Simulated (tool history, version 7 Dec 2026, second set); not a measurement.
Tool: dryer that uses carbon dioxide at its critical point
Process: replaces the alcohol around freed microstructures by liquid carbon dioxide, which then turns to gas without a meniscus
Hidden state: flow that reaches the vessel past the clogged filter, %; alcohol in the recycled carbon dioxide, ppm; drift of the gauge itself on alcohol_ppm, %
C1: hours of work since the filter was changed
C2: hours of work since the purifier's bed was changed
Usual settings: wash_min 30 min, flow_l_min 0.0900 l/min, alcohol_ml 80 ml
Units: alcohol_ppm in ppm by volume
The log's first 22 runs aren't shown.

{"run": 23, "hour": 140.8, "wash_min": 30, "flow_l_min": 0.0579, "alcohol_ml": 80, "C1": 320, "C2": 149, "alcohol_ppm": 9026}
{"run": 24, "hour": 146.2, "wash_min": 25, "flow_l_min": 0.0579, "alcohol_ml": 118, "C1": 323, "C2": 153, "alcohol_ppm": 20981}
{"run": 25, "hour": 152.6, "wash_min": 41, "flow_l_min": 0.0545, "alcohol_ml": 62, "C1": 328, "C2": 157, "alcohol_ppm": 3261}
{"run": 26, "hour": 156.5, "wash_min": 41, "flow_l_min": 0.0545, "alcohol_ml": 62, "C1": 330, "C2": 160, "alcohol_ppm": 3236}
{"run": 27, "hour": 165.6, "wash_min": 32, "flow_l_min": 0.0957, "alcohol_ml": 29, "C1": 337, "C2": 166, "alcohol_ppm": 345}
{"run": 28, "hour": 172.8, "wash_min": 32, "flow_l_min": 0.0957, "alcohol_ml": 29, "C1": 342, "C2": 171, "alcohol_ppm": 361}
{"run": 29, "hour": 179.0, "wash_min": 37, "flow_l_min": 0.1196, "alcohol_ml": 80, "C1": 346, "C2": 176, "alcohol_ppm": 124}
{"run": 30, "hour": 186.5, "wash_min": 44, "flow_l_min": 0.0591, "alcohol_ml": 80, "C1": 351, "C2": 181, "alcohol_ppm": 2238}
{"run": 31, "hour": 191.5, "wash_min": 44, "flow_l_min": 0.0591, "alcohol_ml": 80, "C1": 355, "C2": 184, "alcohol_ppm": 2304}
{"run": 32, "hour": 200.0, "wash_min": 34, "flow_l_min": 0.1162, "alcohol_ml": 73, "C1": 361, "C2": 190, "alcohol_ppm": 218}
{"run": 33, "hour": 206.5, "wash_min": 34, "flow_l_min": 0.1162, "alcohol_ml": 73, "C1": 365, "C2": 195, "alcohol_ppm": 219}
{"run": 34, "hour": 210.2, "wash_min": 41, "flow_l_min": 0.1095, "alcohol_ml": 80, "C1": 368, "C2": 197, "alcohol_ppm": 133}
{"run": 35, "hour": 217.1, "wash_min": 37, "flow_l_min": 0.0619, "alcohol_ml": 40, "C1": 372, "C2": 202, "alcohol_ppm": 1915}
{"run": 36, "hour": 223.9, "wash_min": 20, "flow_l_min": 0.1453, "alcohol_ml": 65, "C1": 377, "C2": 207, "alcohol_ppm": 847}
{"run": 37, "hour": 230.7, "wash_min": 20, "flow_l_min": 0.1453, "alcohol_ml": 65, "C1": 382, "C2": 211, "alcohol_ppm": 853}
{"run": 38, "hour": 235.2, "wash_min": 20, "flow_l_min": 0.1036, "alcohol_ml": 113, "C1": 385, "C2": 214, "alcohol_ppm": 6664}
{"run": 39, "hour": 239.4, "wash_min": 20, "flow_l_min": 0.1036, "alcohol_ml": 113, "C1": 388, "C2": 217, "alcohol_ppm": 6670}
{"run": 40, "hour": 243.8, "wash_min": 20, "flow_l_min": 0.1036, "alcohol_ml": 113, "C1": 391, "C2": 220, "alcohol_ppm": 6688}
{"run": 41, "hour": 250.7, "wash_min": 21, "flow_l_min": 0.1101, "alcohol_ml": 80, "C1": 395, "C2": 225, "alcohol_ppm": 3053}
{"run": 42, "hour": 258.3, "wash_min": 21, "flow_l_min": 0.09, "alcohol_ml": 105, "C1": 401, "C2": 230, "alcohol_ppm": 8932}
{"run": 43, "hour": 263.1, "wash_min": 21, "flow_l_min": 0.0881, "alcohol_ml": 115, "C1": 404, "C2": 234, "alcohol_ppm": 10461}
{"run": 44, "hour": 268.2, "wash_min": 21, "flow_l_min": 0.0881, "alcohol_ml": 115, "C1": 408, "C2": 237, "alcohol_ppm": 10494}
{"run": 45, "hour": 276.8, "wash_min": 21, "flow_l_min": 0.0881, "alcohol_ml": 115, "C1": 414, "C2": 243, "alcohol_ppm": 10540}
{"run": 46, "hour": 280.7, "wash_min": 30, "flow_l_min": 0.1209, "alcohol_ml": 30, "C1": 416, "C2": 246, "alcohol_ppm": 192}

5 ways to go on from here, each from the tool as it stands after run 46. What would each give?
{"run": "A", "hour": 287.2, "wash_min": 30, "flow_l_min": 0.0695, "alcohol_ml": 75, "C1": 421, "C2": 250, "alcohol_ppm": "?"}
{"run": "B", "hour": 287.2, "wash_min": 41, "flow_l_min": 0.09, "alcohol_ml": 24, "C1": 421, "C2": 250, "alcohol_ppm": "?"}
{"run": "C", "hour": 287.2, "wash_min": 20, "flow_l_min": 0.1433, "alcohol_ml": 39, "C1": 421, "C2": 250, "alcohol_ppm": "?"}
{"run": "D", "hour": 287.2, "wash_min": 30, "flow_l_min": 0.09, "alcohol_ml": 92, "C1": 421, "C2": 250, "alcohol_ppm": "?"}
{"run": "E", "hour": 287.2, "wash_min": 23, "flow_l_min": 0.1124, "alcohol_ml": 30, "C1": 421, "C2": 250, "alcohol_ppm": "?"}

run=A alcohol_ppm=4997
run=B alcohol_ppm=173
run=C alcohol_ppm=616
run=D alcohol_ppm=2065
run=E alcohol_ppm=812
Without the tool's hidden state the same runs would have given:
run=A alcohol_ppm=3245
run=B alcohol_ppm=45
run=C alcohol_ppm=302
run=D alcohol_ppm=1148
run=E alcohol_ppm=430
